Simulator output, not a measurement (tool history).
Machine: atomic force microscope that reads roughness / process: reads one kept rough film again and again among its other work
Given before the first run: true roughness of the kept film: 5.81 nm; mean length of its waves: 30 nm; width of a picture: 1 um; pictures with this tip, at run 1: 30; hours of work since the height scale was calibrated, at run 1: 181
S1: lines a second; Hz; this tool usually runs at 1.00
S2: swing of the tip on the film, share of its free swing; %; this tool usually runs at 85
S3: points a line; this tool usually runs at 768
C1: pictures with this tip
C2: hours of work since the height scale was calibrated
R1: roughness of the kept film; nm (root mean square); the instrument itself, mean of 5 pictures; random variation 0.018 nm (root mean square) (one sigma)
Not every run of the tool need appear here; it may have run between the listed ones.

run 1 hour=0.0 | S1=1.00 S2=85 S3=768 | C1=30 C2=181 | R1=4.180
run 2 hour=8.8 | S1=1.00 S2=85 S3=768 | C1=36 C2=184 | R1=4.188
run 3 hour=18.0 | S1=1.00 S2=85 S3=703 | C1=42 C2=188 | R1=4.091
run 4 hour=24.6 | S1=1.00 S2=85 S3=703 | C1=47 C2=191 | R1=4.109
run 5 hour=32.9 | S1=1.00 S2=85 S3=808 | C1=52 C2=195 | R1=4.085
run 6 hour=41.5 | S1=1.00 S2=85 S3=808 | C1=58 C2=198 | R1=4.059
run 7 hour=48.6 | S1=1.00 S2=85 S3=768 | C1=63 C2=201 | R1=4.005
run 8 hour=57.8 | S1=1.00 S2=85 S3=768 | C1=69 C2=205 | R1=3.989
-- hour=59.7 height scale calibrated on a step standard
run 9 hour=68.3 | S1=1.00 S2=85 S3=775 | C1=76 C2=4 | R1=3.972
run 10 hour=80.5 | S1=1.00 S2=62 S3=639 | C1=84 C2=9 | R1=4.242
run 11 hour=86.8 | S1=3.31 S2=79 S3=989 | C1=88 C2=12 | R1=3.373
-- hour=92.0 height scale calibrated on a step standard, once more
run 12 hour=99.2 | S1=0.53 S2=85 S3=868 | C1=96 C2=3 | R1=4.048
run 13 hour=110.9 | S1=0.53 S2=85 S3=868 | C1=104 C2=8 | R1=4.014
run 14 hour=118.9 | S1=0.53 S2=85 S3=868 | C1=109 C2=12 | R1=4.018
run 15 hour=130.2 | S1=0.53 S2=85 S3=868 | C1=117 C2=16 | R1=3.968
run 16 hour=142.3 | S1=3.75 S2=61 S3=635 | C1=125 C2=22 | R1=3.759
run 17 hour=150.3 | S1=1.60 S2=85 S3=768 | C1=131 C2=25 | R1=3.445

Each row is a separate what-if for the run after 17, all from the same tool condition, not one after another. Results?
run A hour=161.5 | S1=1.59 S2=88 S3=733 | C1=138 C2=30 | R1=?
run B hour=161.5 | S1=1.60 S2=84 S3=768 | C1=138 C2=30 | R1=?
run C hour=161.5 | S1=3.67 S2=90 S3=768 | C1=138 C2=30 | R1=?
run D hour=161.5 | S1=2.46 S2=76 S3=843 | C1=138 C2=30 | R1=?
run E hour=161.5 | S1=0.55 S2=85 S3=630 | C1=138 C2=30 | R1=?

run=A R1=3.359
run=B R1=3.490
run=C R1=2.656
run=D R1=3.448
run=E R1=3.840
The same runs, with their run-to-run variation unchanged, on a tool lacking any hidden condition would have given:
run=A R1=4.021
run=B R1=4.181
run=C R1=3.179
run=D R1=4.130
run=E R1=4.598
